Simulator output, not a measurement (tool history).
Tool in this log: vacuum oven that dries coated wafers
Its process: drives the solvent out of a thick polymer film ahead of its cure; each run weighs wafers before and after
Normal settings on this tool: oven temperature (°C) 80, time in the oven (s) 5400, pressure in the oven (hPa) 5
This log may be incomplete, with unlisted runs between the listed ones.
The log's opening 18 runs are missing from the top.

run,hour,oven temperature (°C),time in the oven (s),pressure in the oven (hPa),hours of work since the thermocouples were calibrated,hours of work since the vacuum gauge was cleaned of residue,solvent left in the film (%)
19,388.7,80,5400,15.07,211,633,0.92
20,406.7,80,5400,15.07,220,642,1.17
21,436.4,80,5400,3.67,235,656,0.68
22,451.2,80,5400,3.67,242,664,0.68
23,480.7,80,5400,3.67,257,678,0.69
24,495.8,80,5400,3.67,264,686,0.65
25,523.9,80,5400,3.67,278,700,0.58
26,545.1,80,5400,3.67,289,710,0.7
# hour 548: vacuum gauge cleaned of residue and calibrated
27,569.8,95,5400,12.64,301,11,0.38
28,587.3,95,5400,12.64,309,19,0.29
29,613.4,68,5400,3.42,322,32,2.88
30,630.7,68,5400,3.42,331,41,2.93
31,652.1,87,6060,3.14,341,52,0.18
32,675.5,75,2820,5,353,63,3.75
33,703.2,75,4560,5,367,77,1.91
# hour 711: vacuum gauge cleaned of residue and calibrated, once more
34,718.3,83,4860,12.82,373,4,0.75
35,745.8,88,4860,4.43,387,17,0.27
36,771.4,86,8340,6.43,400,30,0.09
37,797.7,86,7800,15.45,413,43,0.44

For run 38, what comes out?
38,817.3,86,7800,15.45,423,53,?

Logged for run 38: solvent left in the film (%) 0.44.
Take away the tool's hidden state, keep the run-to-run variation as it was, and the same run would have given solvent left in the film (%) 0.46.
